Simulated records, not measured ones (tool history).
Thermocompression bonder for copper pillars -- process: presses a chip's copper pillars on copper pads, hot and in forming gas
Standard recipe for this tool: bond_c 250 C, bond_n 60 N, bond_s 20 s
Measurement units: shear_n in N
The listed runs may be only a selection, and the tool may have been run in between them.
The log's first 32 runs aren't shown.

run   hour  bond_c  bond_n  bond_s  hours of work since the heater was calibrated  hours of work since the force cell was calibrated  hours of work since the gas filter was changed  shear_n
 33    437     265      60      20                                            231                                                259                                             290     72.9
 34  452.6     267      55      43                                            240                                                268                                             299     89.2
 35  465.4     250      38      20                                            247                                                276                                             307     49.1
 36    476     250      38      20                                            253                                                282                                             313     50.2
 37  495.1     261      36      20                                            264                                                293                                             324     54.7
 38  510.8     262      38      51                                            273                                                302                                             333     78.5
 39    527     273      72      45                                            282                                                311                                             342    100.9
 40  541.1     265      37      45                                            290                                                319                                             350     77.3

Here are 4 independent what-if runs from the current tool condition. What would each one return?
  A  558.2     222      60      20                                            300                                                329                                             360        ?
  B  558.2     221      83      31                                            300                                                329                                             360        ?
  C  558.2     250      60      11                                            300                                                329                                             360        ?
  D  558.2     232      45      42                                            300                                                329                                             360        ?

run  shear_n
  A     41.5
  B     58.2
  C     48.6
  D       56
With the hidden condition removed and each run's random variation left untouched, the same runs would have given:
run  shear_n
  A     41.7
  B     58.5
  C     48.8
  D     56.2
